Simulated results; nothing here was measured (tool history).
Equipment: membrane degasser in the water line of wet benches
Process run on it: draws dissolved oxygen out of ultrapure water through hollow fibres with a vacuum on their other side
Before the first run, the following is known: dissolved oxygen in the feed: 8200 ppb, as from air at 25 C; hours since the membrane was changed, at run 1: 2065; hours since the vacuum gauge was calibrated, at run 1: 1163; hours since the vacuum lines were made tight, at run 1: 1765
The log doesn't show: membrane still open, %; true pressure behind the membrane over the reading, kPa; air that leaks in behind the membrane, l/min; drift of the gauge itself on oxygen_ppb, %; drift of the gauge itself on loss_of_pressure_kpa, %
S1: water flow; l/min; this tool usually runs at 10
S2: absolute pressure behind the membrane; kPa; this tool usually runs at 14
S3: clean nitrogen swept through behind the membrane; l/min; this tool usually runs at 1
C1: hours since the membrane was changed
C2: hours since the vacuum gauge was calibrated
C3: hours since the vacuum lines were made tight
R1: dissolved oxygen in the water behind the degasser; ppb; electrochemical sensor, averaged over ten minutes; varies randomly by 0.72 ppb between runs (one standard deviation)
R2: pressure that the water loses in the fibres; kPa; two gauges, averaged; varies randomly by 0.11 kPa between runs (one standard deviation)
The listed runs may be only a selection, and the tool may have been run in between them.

run   hour  S1    S2    S3    C1    C2    C3     R1     R2
  1      0  10    14     1  2065  1163  1765  255.3  29.37
  2   72.6  10  12.9     1  2138  1235  1838  229.7  29.44
  3  102.8  10  12.9     1  2168  1266  1868  230.2  29.24
  4  148.5  10    14     1  2214  1311  1913  255.6  29.48
  5    201  10    14     1  2266  1364  1966  255.5  29.53
  6  236.1  10    14     1  2301  1399  2001  255.6  29.47
  7  290.2  10    14     1  2356  1453  2055  256.3  29.32
  8  346.6  10    14     1  2412  1509  2112  255.5  29.35
  9  380.8  10  12.2  1.76  2446  1544  2146  129.5  29.27
 10  431.8   8    12  0.82  2497  1595  2197  201.6  23.38
 11  486.5  10  10.8     1  2552  1649  2251  182.5  29.09
 12    539  11    14  0.69  2604  1702  2304  385.5  32.11
 13  597.4  12  20.9  1.68  2663  1760  2362  305.7  35.11

Each row is a separate what-if for the run after 13, all from the same tool condition, not one after another. Results?
  A  644.2  10    14  1.99  2710  1807  2409   ?   ?
  B  644.2   9   9.1  0.82  2710  1807  2409   ?   ?
  C  644.2  14   8.5  1.68  2710  1807  2409   ?   ?
  D  644.2   8  14.8  2.31  2710  1807  2409   ?   ?

run     R1     R2
  A  136.5  29.22
  B    154  26.38
  C  121.8  40.64
  D  101.6  23.65
Had the tool no hidden state, the same runs would have come out as:
run     R1     R2
  A  136.5  29.22
  B    154  26.38
  C  121.8  40.63
  D  101.6  23.64
